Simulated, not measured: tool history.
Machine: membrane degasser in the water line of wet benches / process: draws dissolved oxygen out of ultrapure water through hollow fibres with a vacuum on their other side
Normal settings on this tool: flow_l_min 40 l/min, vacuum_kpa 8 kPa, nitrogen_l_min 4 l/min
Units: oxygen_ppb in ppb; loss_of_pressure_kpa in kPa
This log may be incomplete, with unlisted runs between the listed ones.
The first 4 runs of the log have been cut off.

run,day,flow_l_min,vacuum_kpa,nitrogen_l_min,oxygen_ppb,loss_of_pressure_kpa
5,17.888,57,8,4,760.7,50.95
6,25.25,40,7.92,4,430.7,35.4
7,30.475,40,7.92,4,434.5,36.04
8,34.05,40,7.92,4,429,35.86
9,39.042,40,8,2.61,479.7,35.63
10,43.275,40,8,4,437.8,35.63
11,47.358,40,8,4,433.7,35.93
12,50.679,26,8,4,185.5,23.48
13,55.171,26,8,4,183.8,23.33
14,62.708,26,8,4,187.9,23.38
15,70.071,40,8,4,432.8,36.06
16,77.625,40,8,4,439.4,35.96
# day 80.542: seals of the vacuum lines changed
17,85.642,40,8,4,431.5,36.22
18,92.9,29,9.18,4.75,239.5,26.19
19,97.629,26,6.89,3.02,188.1,23.18
20,104.896,26,6.89,3.02,186.6,23.44
21,111.212,26,6.89,3.02,189.3,23.23

Forecast run 22:
22,115.688,26,6.89,3.02,?,?

Run 22 gave oxygen_ppb 187.8 ppb, loss_of_pressure_kpa 23.57 kPa.
Without the tool's hidden state the same run would have given oxygen_ppb 169.2 ppb, loss_of_pressure_kpa 22.8 kPa.
